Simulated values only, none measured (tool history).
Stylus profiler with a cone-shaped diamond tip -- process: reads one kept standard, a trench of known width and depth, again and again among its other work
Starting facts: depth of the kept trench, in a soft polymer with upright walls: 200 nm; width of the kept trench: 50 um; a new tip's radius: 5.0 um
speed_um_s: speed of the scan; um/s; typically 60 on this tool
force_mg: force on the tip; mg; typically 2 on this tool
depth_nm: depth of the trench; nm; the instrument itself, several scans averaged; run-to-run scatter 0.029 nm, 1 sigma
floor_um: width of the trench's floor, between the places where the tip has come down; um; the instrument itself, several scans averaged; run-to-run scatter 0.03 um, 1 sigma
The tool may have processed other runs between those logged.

run	hour	speed_um_s	force_mg	depth_nm	floor_um
1	0	60	2	202.96	46.97
2	22.8	60	2	202.94	46.94
3	61.3	60	1.08	201.99	46.85
4	99.1	199	2	202.96	46.39
5	140.3	199	3.6	204.46	46.55
6	177.6	117	2	202.99	46.7
7	195.4	60	2	203.04	46.97
8	218.1	60	0.71	201.55	46.74
9	242	65	2	202.98	46.83
10	266.7	19	2	203.03	47.01
11	307.8	22	2	203.09	47.09
12	331.7	216	2	203.05	46.17
13	367.5	26	2	203.04	46.92
14	388.9	60	1.4	202.44	46.8
15	424.5	60	1.4	202.42	46.74
16	451.4	60	1.4	202.48	46.78
17	481.4	234	1.15	202.15	45.91
18	516	234	2.38	203.45	46.19
# hour 518.3: height scale calibrated on a step standard
19	534.6	127	3.65	204.64	46.7
20	560.5	127	3.65	204.63	46.7
21	600	127	3.65	204.64	46.64
22	621.3	127	3.65	204.64	46.64
23	647.2	198	5.05	205.74	46.47
24	670	97	4.84	205.61	46.77
25	699.5	97	4.84	205.67	46.68
26	733.2	50	4.77	205.56	46.86
# hour 746.8: height scale calibrated on a step standard, once more
27	775.6	50	4.77	205.21	46.82
28	804.8	50	1.83	202.74	46.76
29	834.1	35	5.64	205.94	46.86
30	866.1	17	5.98	206.19	46.89

Consider 4 possible next runs. They are alternatives, not a sequence: every one starts from the tool as it was left by run 30. What does each give?
A	891.3	17	2	?	?
B	891.3	75	5.98	?	?
C	891.3	29	1.67	?	?
D	891.3	102	1.94	?	?

run	depth_nm	floor_um
A	202.99	46.85
B	206.2	46.75
C	202.55	46.86
D	202.87	46.53
Without the tool's hidden state the same runs would have given:
run	depth_nm	floor_um
A	203.02	47.12
B	206.23	47.02
C	202.57	47.13
D	202.89	46.79

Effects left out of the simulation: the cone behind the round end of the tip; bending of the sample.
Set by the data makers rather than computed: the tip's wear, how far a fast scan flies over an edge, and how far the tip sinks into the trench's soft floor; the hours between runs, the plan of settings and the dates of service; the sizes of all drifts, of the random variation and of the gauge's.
